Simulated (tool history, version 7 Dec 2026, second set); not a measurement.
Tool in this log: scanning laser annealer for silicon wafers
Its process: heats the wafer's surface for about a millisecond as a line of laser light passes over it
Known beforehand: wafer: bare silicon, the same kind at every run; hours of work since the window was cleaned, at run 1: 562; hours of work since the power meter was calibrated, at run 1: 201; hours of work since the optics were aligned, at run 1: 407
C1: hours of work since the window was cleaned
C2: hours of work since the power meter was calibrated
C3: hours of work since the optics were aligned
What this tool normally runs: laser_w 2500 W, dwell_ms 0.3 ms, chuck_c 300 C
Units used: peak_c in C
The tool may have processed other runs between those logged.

Run 1, day 0: usual settings; C1 562; C2 201; C3 407. Result: peak_c 1008 C.
Run 2, day 2.288: usual settings; C1 599; C2 238; C3 444. Result: peak_c 1004 C.
Run 3, day 3.621: usual settings; C1 620; C2 260; C3 466. Result: peak_c 999 C.
Run 4, day 4.979: usual settings but dwell_ms 0.229 ms; C1 642; C2 282; C3 488. Result: peak_c 913 C.
Run 5, day 6.538: usual settings but dwell_ms 0.229 ms; C1 667; C2 307; C3 513. Result: peak_c 911 C.
Run 6, day 8.812: usual settings; C1 704; C2 343; C3 550. Result: peak_c 997 C.
Run 7, day 10.362: usual settings; C1 729; C2 369; C3 575. Result: peak_c 996 C.
At day 11.5: window over the wafer cleaned.
Run 8, day 11.817: usual settings but dwell_ms 0.267 ms; C1 5; C2 391; C3 597. Result: peak_c 985 C.
Run 9, day 13.683: usual settings but dwell_ms 0.267 ms; C1 35; C2 421; C3 627. Result: peak_c 985 C.
Run 10, day 14.692: usual settings but dwell_ms 0.267 ms; C1 52; C2 437; C3 643. Result: peak_c 985 C.
Run 11, day 15.688: usual settings; C1 68; C2 453; C3 659. Result: peak_c 1023 C.
At day 15.967: laser's power meter calibrated.
Run 12, day 17.542: usual settings but chuck_c 331 C; C1 96; C2 25; C3 687. Result: peak_c 1050 C.
Run 13, day 19.275: usual settings but dwell_ms 0.238 ms, chuck_c 329 C; C1 124; C2 53; C3 715. Result: peak_c 972 C.
Run 14, day 20.512: usual settings but dwell_ms 0.238 ms, chuck_c 329 C; C1 144; C2 73; C3 735. Result: peak_c 969 C.
Run 15, day 22.125: usual settings but laser_w 2473 W, dwell_ms 0.214 ms, chuck_c 314 C; C1 170; C2 100; C3 761. Result: peak_c 911 C.
Run 16, day 23.262: usual settings but laser_w 2351 W, dwell_ms 0.247 ms, chuck_c 329 C; C1 188; C2 118; C3 780. Result: peak_c 935 C.
Run 17, day 24.404: usual settings but laser_w 2351 W, dwell_ms 0.247 ms, chuck_c 329 C; C1 207; C2 136; C3 798. Result: peak_c 934 C.
Run 18, day 26.788: usual settings but laser_w 2712 W, dwell_ms 0.237 ms, chuck_c 312 C; C1 245; C2 175; C3 837. Result: peak_c 1006 C.
Run 19, day 27.933: usual settings but laser_w 2247 W, dwell_ms 0.294 ms; C1 264; C2 193; C3 855. Result: peak_c 927 C.
At day 28.862: laser's power meter calibrated, once more.
Run 20, day 29.229: usual settings but laser_w 2247 W, dwell_ms 0.294 ms; C1 282; C2 6; C3 874. Result: peak_c 924 C.
Run 21, day 30.896: usual settings but dwell_ms 0.34 ms, chuck_c 336 C; C1 309; C2 33; C3 901. Result: peak_c 1095 C.
Run 22, day 32.417: usual settings but laser_w 2173 W, dwell_ms 0.34 ms, chuck_c 336 C; C1 334; C2 57; C3 926. Result: peak_c 981 C.
Run 23, day 34.658: usual settings but laser_w 2173 W, dwell_ms 0.34 ms, chuck_c 336 C; C1 370; C2 94; C3 962. Result: peak_c 979 C.
Run 24, day 36.504: usual settings but laser_w 2533 W, dwell_ms 0.312 ms, chuck_c 336 C; C1 400; C2 123; C3 992. Result: peak_c 1068 C.

Branching from run 24: 3 alternative next runs. What would each branch give?
Run A, day 37.729: usual settings but laser_w 2729 W, dwell_ms 0.213 ms, chuck_c 284 C; C1 420; C2 143; C3 1012. Result: peak_c ?.
Run B, day 37.729: usual settings but laser_w 2533 W, dwell_ms 0.312 ms, chuck_c 301 C; C1 420; C2 143; C3 1012. Result: peak_c ?.
Run C, day 37.729: usual settings but laser_w 2533 W, dwell_ms 0.258 ms, chuck_c 336 C; C1 420; C2 143; C3 1012. Result: peak_c ?.

run  peak_c
  A     939
  B    1031
  C    1005
With the hidden condition removed and each run's random variation left untouched, the same runs would have given:
run  peak_c
  A     963
  B    1057
  C    1029
